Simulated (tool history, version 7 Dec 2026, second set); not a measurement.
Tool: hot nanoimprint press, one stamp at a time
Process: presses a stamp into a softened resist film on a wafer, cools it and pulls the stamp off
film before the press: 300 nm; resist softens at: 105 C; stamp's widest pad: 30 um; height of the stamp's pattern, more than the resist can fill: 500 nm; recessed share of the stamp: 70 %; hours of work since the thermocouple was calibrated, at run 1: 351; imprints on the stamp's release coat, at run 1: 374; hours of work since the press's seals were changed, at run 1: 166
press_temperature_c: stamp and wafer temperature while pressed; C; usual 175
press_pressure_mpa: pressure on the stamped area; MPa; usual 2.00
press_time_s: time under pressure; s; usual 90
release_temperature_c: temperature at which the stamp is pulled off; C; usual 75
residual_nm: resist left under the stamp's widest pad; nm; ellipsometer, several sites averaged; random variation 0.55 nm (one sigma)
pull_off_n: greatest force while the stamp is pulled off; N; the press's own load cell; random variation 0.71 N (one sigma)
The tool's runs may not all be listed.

run	hour	press_temperature_c	press_pressure_mpa	press_time_s	release_temperature_c	hours of work since the thermocouple was calibrated	imprints on the stamp's release coat	hours of work since the press's seals were changed	residual_nm	pull_off_n
1	0.0	175	2.00	90	75	351	374	166	181.3	120.4
2	13.1	175	2.00	90	75	361	439	175	180.5	122.2
3	26.7	175	2.00	143	75	370	507	185	158.5	124.2
4	35.4	175	2.00	143	60	377	550	191	158.9	154.6
5	43.8	175	2.00	90	75	383	592	197	182.2	125.0
# hour 55.2: plate thermocouple calibrated
6	56.2	175	2.00	90	75	1	639	204	171.6	122.8
7	63.6	175	2.00	90	75	6	676	209	171.4	122.3
8	72.4	175	2.00	90	75	12	720	215	170.9	122.6
9	85.4	175	2.00	90	75	22	784	225	171.9	124.2
10	91.3	175	2.00	90	75	26	814	229	173.3	124.5
# hour 100.5: stamp cleaned and given a new release coat
11	106.3	175	1.72	90	75	32	29	235	185.5	113.2
12	115.1	175	1.72	90	75	39	72	242	184.2	113.4
13	121.9	175	1.72	90	75	44	106	247	185.9	113.4
14	129.4	181	2.00	90	75	49	144	252	137.4	114.7
15	137.0	181	2.00	90	75	54	182	257	137.9	115.5
16	149.8	163	1.90	154	64	64	245	267	232.6	139.1
17	158.3	163	1.90	154	64	70	288	273	232.9	140.7
18	167.2	163	1.90	154	64	76	332	279	233.2	139.9
19	173.5	184	2.00	96	65	81	363	284	120.5	138.6
20	185.8	175	1.57	90	63	89	424	292	195.0	143.4
21	197.8	175	1.57	90	63	98	484	301	194.2	144.5
22	210.9	175	1.57	90	63	107	549	310	195.3	145.4
23	224.1	182	1.23	73	71	117	615	320	182.5	132.4
24	231.0	182	1.23	73	71	122	649	325	182.0	131.0
25	243.5	181	2.01	90	61	131	712	334	138.8	153.4
26	256.6	184	2.93	90	79	140	777	343	99.6	117.1
27	265.0	176	1.44	90	75	146	819	349	196.6	125.7
# hour 273.0: stamp cleaned and given a new release coat
28	282.4	178	1.44	51	66	154	47	357	211.7	130.8
29	294.0	175	2.00	90	72	163	104	366	175.5	120.1

5 ways to go on from here, each from the tool as it stands after run 29. What would each give?
A	302.2	178	2.00	90	72	169	145	372	?	?
B	302.2	175	2.64	148	72	169	145	372	?	?
C	302.2	175	1.55	90	73	169	145	372	?	?
D	302.2	175	1.35	139	63	169	145	372	?	?
E	302.2	175	2.00	90	78	169	145	372	?	?

run	residual_nm	pull_off_n
A	157.3	120.1
B	130.8	121.9
C	197.8	118.6
D	187.0	136.9
E	175.7	109.6
Without the tool's hidden state the same runs would have given:
run	residual_nm	pull_off_n
A	152.3	116.3
B	126.0	118.0
C	192.6	114.8
D	181.8	132.8
E	170.3	106.1
